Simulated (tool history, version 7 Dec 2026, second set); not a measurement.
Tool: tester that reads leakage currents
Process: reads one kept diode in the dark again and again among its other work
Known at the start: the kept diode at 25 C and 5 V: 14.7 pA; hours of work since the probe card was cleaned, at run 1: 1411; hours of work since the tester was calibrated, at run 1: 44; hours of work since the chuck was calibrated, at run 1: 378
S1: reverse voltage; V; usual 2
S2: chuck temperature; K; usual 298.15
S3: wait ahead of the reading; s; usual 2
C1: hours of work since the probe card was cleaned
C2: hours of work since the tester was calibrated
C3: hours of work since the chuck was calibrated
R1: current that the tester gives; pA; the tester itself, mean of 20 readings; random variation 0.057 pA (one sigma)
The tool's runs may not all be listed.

run	hour	S1	S2	S3	C1	C2	C3	R1
1	0	2	298.15	2	1411	44	378	10.15
2	122	2	298.15	2	1485	118	452	10.18
3	339.1	2	298.15	1.37	1618	251	585	10.13
4	498	2	301.15	2	1715	348	682	12.21
# hour 563.1: chuck's temperature calibrated
5	692.1	2	301.15	2	1833	466	79	13.56
6	865	2	298.15	5.64	1938	571	185	11.2
7	1026.5	2	298.15	2	2037	670	283	11.33
8	1207.3	2	298.15	2	2148	781	394	11.34
9	1309.6	2	298.15	2	2210	843	456	11.39
10	1462.1	2	298.15	2	2303	936	550	11.16
11	1686.8	2	298.15	2	2441	1074	687	11.23
# hour 1750: chuck's temperature calibrated
12	1797.3	2	298.15	2	2507	1140	29	12.41
13	2029.1	2	298.15	2	2649	1282	171	12.38
14	2150.6	2	298.15	2	2723	1356	245	12.36
# hour 2259.1: probe card cleaned and baked
15	2373.2	2	298.15	2	70	1490	379	13.91
16	2604	2	298.15	2	211	1631	520	13.79
17	2824.9	2	298.15	2	346	1766	655	13.8
# hour 2893.5: probe card cleaned and baked, once more
# hour 2945.6: chuck's temperature calibrated
18	3061.2	2	298.15	2	101	1908	71	8.97
19	3282.9	2	298.15	2	237	2043	206	8.82
# hour 3397.1: tester calibrated
20	3419.9	2	298.15	5.07	319	14	289	8.86
21	3547.4	1.42	298.15	2	397	92	367	7.21
22	3767.6	19.52	311.15	2	532	226	501	83.38
23	3954.3	1.95	318.15	2.77	646	341	615	34.72
24	4077.9	1.95	318.15	2.77	722	416	691	34.5
# hour 4133.9: chuck's temperature calibrated
25	4248.5	1.5	317.15	1.79	825	519	70	31.05
26	4448.7	17.91	300.15	1.3	947	642	192	47.46
27	4678.4	2.22	301.15	1.3	1087	782	333	13.1
28	4896.7	6	303.15	3.65	1221	915	466	27.29
29	5079.2	13.67	322.15	6.07	1332	1027	578	144.61
30	5181.8	1.27	296.15	4.49	1395	1090	641	6.58
# hour 5318.2: chuck's temperature calibrated
31	5384.9	1.51	298.15	1.27	1518	1213	41	9.28
32	5500	1.92	315.15	2	1588	1283	111	31.66
33	5673.4	1.92	315.15	2	1694	1389	217	31.43
34	5848.6	1.92	315.15	2	1802	1496	324	31.16
35	6052.5	3.78	298.15	1.69	1926	1621	449	16.91
36	6269.1	3.78	298.15	1.69	2059	1753	581	16.96
37	6459	3.78	322.15	0.43	2175	1869	697	69.78
# hour 6498.3: chuck's temperature calibrated
38	6670.1	10.5	302.15	2.04	2302	1997	105	46.87
39	6773.3	10.5	302.15	1.03	2366	2060	168	47.87

Hidden state or all else? Some run-to-run changes of R1, split into what the settings, what came in and random variation would give without the hidden state, and what is left for the hidden state (with any gauge scatter that isn't in both results):
The hidden state here: stray current of the dirty probe card, pA a volt; current scale over the true one, %; true chuck temperature over the reading, C; drift of the gauge itself on leakage_pa, %.
Run 21 -> 22: S1 1.42 -> 19.52, S2 298.15 -> 311.15. R1 +76.17 pA: hidden state -0.13, all else +76.3.
Run 25 -> 26: S1 1.5 -> 17.91, S2 317.15 -> 300.15, S3 1.79 -> 1.3. R1 +16.41 pA: hidden state +10.29, all else +6.12.
Run 26 -> 27: S1 17.91 -> 2.22, S2 300.15 -> 301.15. R1 -34.36 pA: hidden state -9.72, all else -24.64.
Run 28 -> 29: S1 6 -> 13.67, S2 303.15 -> 322.15, S3 3.65 -> 6.07. R1 +117.32 pA: hidden state -3.54, all else +120.86.
Run 29 -> 30: S1 13.67 -> 1.27, S2 322.15 -> 296.15, S3 6.07 -> 4.49. R1 -138.03 pA: hidden state +0.92, all else -138.95.
Run 37 -> 38: S1 3.78 -> 10.5, S2 322.15 -> 302.15, S3 0.43 -> 2.04, chuck's temperature calibrated. R1 -22.91 pA: hidden state +18.62, all else -41.53.
